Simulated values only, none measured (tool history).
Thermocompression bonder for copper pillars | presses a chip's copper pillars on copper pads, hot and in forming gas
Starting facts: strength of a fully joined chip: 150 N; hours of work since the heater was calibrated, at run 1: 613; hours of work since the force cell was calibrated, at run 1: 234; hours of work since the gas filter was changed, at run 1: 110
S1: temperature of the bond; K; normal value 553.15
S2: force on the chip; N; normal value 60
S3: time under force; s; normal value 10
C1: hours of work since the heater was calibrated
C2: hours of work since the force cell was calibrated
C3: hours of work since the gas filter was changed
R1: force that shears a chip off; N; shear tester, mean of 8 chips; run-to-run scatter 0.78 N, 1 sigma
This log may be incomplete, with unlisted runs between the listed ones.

run 1 day=0 | S1=553.15 S2=60 S3=10 | C1=613 C2=234 C3=110 | R1=86.9
-- day=0.221 forming gas filter changed
run 2 day=0.612 | S1=553.15 S2=60 S3=10 | C1=621 C2=242 C3=5 | R1=91.5
run 3 day=1.017 | S1=553.15 S2=60 S3=8 | C1=627 C2=247 C3=11 | R1=84.6
run 4 day=1.308 | S1=552.15 S2=60 S3=10 | C1=631 C2=251 C3=15 | R1=90.8
run 5 day=1.792 | S1=556.15 S2=60 S3=10 | C1=637 C2=258 C3=22 | R1=93.2
run 6 day=2.092 | S1=556.15 S2=60 S3=10 | C1=641 C2=262 C3=26 | R1=93.9
run 7 day=2.679 | S1=556.15 S2=60 S3=10 | C1=650 C2=270 C3=34 | R1=91.4
run 8 day=3.233 | S1=533.15 S2=60 S3=10 | C1=657 C2=278 C3=41 | R1=75.6
run 9 day=3.542 | S1=553.15 S2=60 S3=6 | C1=661 C2=282 C3=46 | R1=76.6
run 10 day=3.921 | S1=553.15 S2=60 S3=10 | C1=667 C2=287 C3=51 | R1=90
run 11 day=4.525 | S1=553.15 S2=60 S3=10 | C1=675 C2=296 C3=59 | R1=88.4
run 12 day=4.792 | S1=553.15 S2=60 S3=15 | C1=679 C2=299 C3=63 | R1=101.1
run 13 day=5.312 | S1=553.15 S2=60 S3=15 | C1=686 C2=306 C3=70 | R1=100.5
run 14 day=5.579 | S1=553.15 S2=60 S3=15 | C1=689 C2=310 C3=74 | R1=100.6
run 15 day=5.896 | S1=553.15 S2=60 S3=15 | C1=694 C2=314 C3=78 | R1=98.9
run 16 day=6.425 | S1=553.15 S2=60 S3=15 | C1=701 C2=322 C3=85 | R1=100.4
run 17 day=6.962 | S1=553.15 S2=60 S3=15 | C1=708 C2=329 C3=93 | R1=99.1
run 18 day=7.396 | S1=553.15 S2=60 S3=10 | C1=714 C2=335 C3=99 | R1=86.8
run 19 day=7.838 | S1=539.15 S2=39 S3=5 | C1=720 C2=341 C3=105 | R1=40.2
run 20 day=8.262 | S1=553.15 S2=54 S3=18 | C1=726 C2=347 C3=110 | R1=97.8
-- day=8.454 forming gas filter changed
run 21 day=8.842 | S1=553.15 S2=62 S3=18 | C1=734 C2=355 C3=5 | R1=109
run 22 day=9.371 | S1=553.15 S2=62 S3=18 | C1=741 C2=362 C3=13 | R1=108.7
run 23 day=9.879 | S1=553.15 S2=62 S3=18 | C1=748 C2=369 C3=20 | R1=110.6

The next listed run, before its measurement:
run 24 day=10.196 | S1=553.15 S2=79 S3=15 | C1=753 C2=373 C3=24 | R1=?

{"run 24": {"R1": 119.6}}
Take away the tool's hidden state, keep the run-to-run variation as it was, and the same run would have given R1 111.9 N.
